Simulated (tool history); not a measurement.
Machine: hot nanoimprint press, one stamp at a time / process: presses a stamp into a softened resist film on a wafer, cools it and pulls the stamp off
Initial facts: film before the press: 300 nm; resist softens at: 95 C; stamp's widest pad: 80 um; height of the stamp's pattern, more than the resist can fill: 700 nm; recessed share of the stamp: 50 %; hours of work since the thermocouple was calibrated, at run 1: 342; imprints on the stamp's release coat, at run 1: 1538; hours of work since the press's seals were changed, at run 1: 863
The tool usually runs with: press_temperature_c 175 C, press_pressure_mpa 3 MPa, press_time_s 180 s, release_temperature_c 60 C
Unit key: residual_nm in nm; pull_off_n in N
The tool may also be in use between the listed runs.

run	hour	press_temperature_c	press_pressure_mpa	press_time_s	release_temperature_c	hours of work since the thermocouple was calibrated	imprints on the stamp's release coat	hours of work since the press's seals were changed	residual_nm	pull_off_n
1	0	175	3	180	60	342	1538	863	146.9	98
2	24.6	175	3	180	60	362	1626	882	145.9	99
3	55.4	175	3	180	60	386	1736	907	144.9	98
4	82.4	167	3	180	60	408	1832	928	195.8	99
5	98.2	167	3	180	60	420	1889	941	195.8	96
6	114.6	167	3	180	60	433	1947	954	192.8	98
7	147.5	175	3	180	60	460	2065	980	145.6	97
8	167.9	175	3	180	60	476	2137	996	144.2	101
9	182.5	175	3	180	60	487	2190	1008	144.3	97
10	210.4	175	3	180	60	510	2290	1030	145.7	99
# hour 226.3: stamp cleaned and given a new release coat
# hour 242.3: plate thermocouple calibrated
11	242.3	182	3	180	60	0	46	1048	110.5	100
12	257.5	175	3	180	52	12	100	1060	145.9	108
13	287.4	175	3	180	52	36	207	1084	144.6	109
# hour 300.2: press's hydraulic seals changed and the load cell set to zero
14	325.3	168	3	180	60	60	314	20	188.8	99
15	343.2	180	3	180	60	74	378	34	117.7	99
16	373	180	3	180	60	98	484	58	119.2	94
17	399.9	173	3	91	60	119	581	79	192.8	98
18	423.9	173	2.86	148	60	138	666	98	172.5	100
19	439.7	175	2.52	180	60	151	723	111	154.3	99
20	474	175	1.95	173	60	178	845	138	174.6	97
21	499.5	181	4.44	91	54	198	936	159	125.3	106
22	528.9	181	4.44	91	54	222	1041	182	126.3	103
23	546.4	184	3	164	60	236	1104	196	106.5	102
24	576.9	180	3.54	199	62	260	1213	220	106.8	97

What does the tool deliver on the next run?
25	610.3	174	3	93	48	286	1332	247	?	?

Run 25 yielded residual_nm 186.6 nm, pull_off_n 113 N.
Take away the tool's hidden state, keep the run-to-run variation as it was, and the same run would have given residual_nm 186.3 nm, pull_off_n 112 N.
